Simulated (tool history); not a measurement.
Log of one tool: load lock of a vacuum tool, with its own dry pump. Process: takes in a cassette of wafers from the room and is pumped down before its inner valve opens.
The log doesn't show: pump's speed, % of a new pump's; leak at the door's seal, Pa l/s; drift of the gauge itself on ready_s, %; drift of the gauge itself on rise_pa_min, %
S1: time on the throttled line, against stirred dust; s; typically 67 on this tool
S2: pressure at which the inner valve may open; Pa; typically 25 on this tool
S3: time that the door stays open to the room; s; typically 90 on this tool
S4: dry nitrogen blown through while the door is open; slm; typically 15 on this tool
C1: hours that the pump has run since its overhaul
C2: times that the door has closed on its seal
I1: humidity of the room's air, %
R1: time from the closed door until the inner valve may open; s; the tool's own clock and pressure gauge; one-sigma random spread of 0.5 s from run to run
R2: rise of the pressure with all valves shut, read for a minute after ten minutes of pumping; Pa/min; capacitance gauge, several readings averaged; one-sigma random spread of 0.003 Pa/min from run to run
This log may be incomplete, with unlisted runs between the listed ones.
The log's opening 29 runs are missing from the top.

run     hour   S1  S2   S3  S4    C1     C2    I1     R1     R2
 30  11374.7   67  25   90  11  4468  20570  43.9   87.4  0.036
 31  11745.3   86  25   60  11  4839  22386  44.2  105.1  0.026
 32  12078.1   35  23  161  15  5172  24017  45.4   58.4  0.043
 33  12416.8   96  18  149  23  5510  25677  45.1  115.3  0.036
 34  12860.9   96  18  149  23  5954  27853  44.1  114.6  0.038
 35  13325.4   96  18  149  23  6419  30129  46.7  114.7  0.041
 36  13822.2   96  18  149  23  6916  32564  48.2  115.5  0.044
 37  14311.8  110  41  150  15  7405  34963  47.2  123.8  0.047

Below are 4 alternative next runs, each starting from the tool's condition after run 37. Predict each:
  A  14755.1   67  18   58  15  7849  37136  44.2   ?   ?
  B  14755.1   67  25   30  43  7849  37136  41.7   ?   ?
  C  14755.1  107  41  150  15  7849  37136  45.6   ?   ?
  D  14755.1   67  26   60  24  7849  37136  40.7   ?   ?

run     R1     R2
  A   89.1  0.024
  B   87.5   0.01
  C  121.8  0.045
  D   87.4   0.02
Stripped of hidden state, with their random variation kept, the same runs would have yielded:
run     R1     R2
  A   89.1  0.024
  B   87.5  0.009
  C  121.8  0.044
  D   87.4   0.02
